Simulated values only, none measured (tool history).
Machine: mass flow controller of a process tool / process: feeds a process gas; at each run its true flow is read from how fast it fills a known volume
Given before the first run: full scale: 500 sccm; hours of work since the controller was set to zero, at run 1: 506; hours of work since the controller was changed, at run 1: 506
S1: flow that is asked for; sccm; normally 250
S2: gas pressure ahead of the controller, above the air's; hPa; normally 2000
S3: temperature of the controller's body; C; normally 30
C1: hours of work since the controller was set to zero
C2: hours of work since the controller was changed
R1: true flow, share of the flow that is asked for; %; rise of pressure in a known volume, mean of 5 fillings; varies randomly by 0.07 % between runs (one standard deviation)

run    hour   S1    S2  S3    C1    C2      R1
  1     0.0  250  2000  30   506   506   98.89
  2   232.0  250  2000  30   677   677   98.93
  3   573.2  250  2390  30   930   930   98.70
  4   946.0  250  2390  30  1205  1205   98.65
  5  1098.4  250  2390  30  1318  1318   98.72
  6  1325.4  250  2390  30  1486  1486   98.77
  7  1495.5  250  2000  22  1612  1612   98.25
  8  1720.7  250  2000  22  1778  1778   98.27
  9  1919.9  250  2000  22  1925  1925   98.19
 10  2152.3  250  1470  30  2097  2097   98.71
 11  2434.0  250  2000  30  2305  2305   98.61
 12  2659.3  250  2000  30  2472  2472   98.52
 13  2909.4  250  2000  30  2657  2657   98.47
 14  3100.8  250  2000  30  2799  2799   98.57
 15  3450.5  168  2770  36  3057  3057   97.90
 16  3809.9   72  1590  34  3323  3323   95.26
 17  3989.6   72  1590  34  3456  3456   95.18
 18  4165.7  497  2440  23  3586  3586   99.94
     4187.1  -- controller's zero set anew
 19  4477.1  186  1590  23   214  3816   96.53
 20  4646.2  186  1590  23   339  3941   96.47
 21  4904.0  293  1590  23   530  4131   98.07
     5093.8  -- controller's zero set anew, once more
 22  5283.6  297  2000  37   140  4412  100.20
 23  5602.2  408  2230  23   376  4647   99.93
 24  5868.8  408  2230  23   573  4844  100.18
 25  6094.1  408  2760  23   740  5011   99.94
 26  6265.8  408  2760  23   867  5138  100.03
 27  6544.3  408  2760  23  1072  5344   99.92

What if the next run were any one of these 4? Each begins from the tool's condition after run 27:
  A  6873.5  451  2760  37  1316  5587   ?
  B  6873.5   87  2150  28  1316  5587   ?
  C  6873.5  197  1620  25  1316  5587   ?
  D  6873.5  190  1580  21  1316  5587   ?

run      R1
  A  101.00
  B   97.72
  C   99.00
  D   98.57
With the hidden condition removed and each run's random variation left untouched, the same runs would have given:
run      R1
  A  100.29
  B   97.93
  C   98.57
  D   98.16
